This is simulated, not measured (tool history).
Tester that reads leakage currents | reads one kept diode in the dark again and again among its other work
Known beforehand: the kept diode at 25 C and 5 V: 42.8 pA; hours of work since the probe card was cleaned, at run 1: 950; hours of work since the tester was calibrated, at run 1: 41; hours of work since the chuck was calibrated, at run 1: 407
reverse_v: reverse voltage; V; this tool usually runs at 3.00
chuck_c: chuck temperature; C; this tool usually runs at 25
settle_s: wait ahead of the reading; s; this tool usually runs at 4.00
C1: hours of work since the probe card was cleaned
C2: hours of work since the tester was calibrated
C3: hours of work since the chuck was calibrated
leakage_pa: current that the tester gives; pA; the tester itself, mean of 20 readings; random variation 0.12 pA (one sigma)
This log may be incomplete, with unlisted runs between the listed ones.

run 1 hour=0.0 | reverse_v=3.00 chuck_c=25 settle_s=4.00 | C1=950 C2=41 C3=407 | leakage_pa=34.37
run 2 hour=37.2 | reverse_v=3.00 chuck_c=25 settle_s=4.00 | C1=971 C2=62 C3=428 | leakage_pa=34.18
run 3 hour=53.0 | reverse_v=3.00 chuck_c=25 settle_s=4.00 | C1=980 C2=71 C3=437 | leakage_pa=34.13
run 4 hour=71.8 | reverse_v=3.00 chuck_c=25 settle_s=4.00 | C1=991 C2=81 C3=447 | leakage_pa=34.07
run 5 hour=89.7 | reverse_v=3.00 chuck_c=25 settle_s=4.00 | C1=1001 C2=92 C3=457 | leakage_pa=34.09
run 6 hour=113.8 | reverse_v=3.00 chuck_c=25 settle_s=8.98 | C1=1014 C2=105 C3=471 | leakage_pa=33.86
run 7 hour=132.0 | reverse_v=3.00 chuck_c=25 settle_s=8.98 | C1=1024 C2=115 C3=481 | leakage_pa=33.84
run 8 hour=158.9 | reverse_v=3.00 chuck_c=25 settle_s=8.98 | C1=1039 C2=130 C3=496 | leakage_pa=33.94
run 9 hour=193.3 | reverse_v=3.00 chuck_c=25 settle_s=8.98 | C1=1059 C2=150 C3=515 | leakage_pa=33.60
run 10 hour=213.6 | reverse_v=3.00 chuck_c=25 settle_s=4.00 | C1=1070 C2=161 C3=527 | leakage_pa=33.73
run 11 hour=228.9 | reverse_v=3.00 chuck_c=25 settle_s=4.00 | C1=1079 C2=169 C3=535 | leakage_pa=33.59
run 12 hour=252.9 | reverse_v=3.00 chuck_c=25 settle_s=4.00 | C1=1092 C2=183 C3=549 | leakage_pa=33.54
run 13 hour=288.8 | reverse_v=3.00 chuck_c=27 settle_s=4.00 | C1=1112 C2=203 C3=569 | leakage_pa=40.35
run 14 hour=314.3 | reverse_v=19.30 chuck_c=27 settle_s=4.00 | C1=1126 C2=217 C3=583 | leakage_pa=77.81
run 15 hour=346.9 | reverse_v=8.52 chuck_c=25 settle_s=4.00 | C1=1145 C2=236 C3=601 | leakage_pa=47.88
run 16 hour=364.9 | reverse_v=8.52 chuck_c=25 settle_s=4.00 | C1=1155 C2=246 C3=612 | leakage_pa=47.82
-- hour=369.7 probe card cleaned and baked
run 17 hour=399.9 | reverse_v=4.41 chuck_c=25 settle_s=4.22 | C1=17 C2=264 C3=629 | leakage_pa=38.33
run 18 hour=436.2 | reverse_v=4.41 chuck_c=25 settle_s=4.22 | C1=37 C2=284 C3=650 | leakage_pa=37.93
-- hour=470.1 probe card cleaned and baked, once more
run 19 hour=477.3 | reverse_v=3.00 chuck_c=56 settle_s=0.48 | C1=4 C2=305 C3=671 | leakage_pa=495.38
run 20 hour=507.1 | reverse_v=16.65 chuck_c=38 settle_s=0.69 | C1=21 C2=322 C3=688 | leakage_pa=195.85
run 21 hour=539.2 | reverse_v=1.92 chuck_c=38 settle_s=0.32 | C1=39 C2=340 C3=706 | leakage_pa=94.07
run 22 hour=559.2 | reverse_v=1.92 chuck_c=38 settle_s=0.32 | C1=50 C2=351 C3=717 | leakage_pa=93.47
run 23 hour=594.0 | reverse_v=1.96 chuck_c=48 settle_s=0.87 | C1=69 C2=371 C3=736 | leakage_pa=221.16
run 24 hour=613.8 | reverse_v=15.00 chuck_c=28 settle_s=1.46 | C1=80 C2=382 C3=748 | leakage_pa=75.31
run 25 hour=643.6 | reverse_v=15.00 chuck_c=28 settle_s=1.46 | C1=97 C2=398 C3=764 | leakage_pa=75.22

3 options for the next run, each taken on its own from the tool as it stands now. Forecast them:
run A hour=677.4 | reverse_v=15.00 chuck_c=55 settle_s=4.24 | C1=116 C2=417 C3=783 | leakage_pa=?
run B hour=677.4 | reverse_v=3.20 chuck_c=43 settle_s=1.08 | C1=116 C2=417 C3=783 | leakage_pa=?
run C hour=677.4 | reverse_v=10.91 chuck_c=28 settle_s=1.46 | C1=116 C2=417 C3=783 | leakage_pa=?

run=A leakage_pa=764.97
run=B leakage_pa=168.88
run=C leakage_pa=66.75
Without the tool's unlogged condition, the same runs would have read:
run=A leakage_pa=851.17
run=B leakage_pa=189.40
run=C leakage_pa=75.37
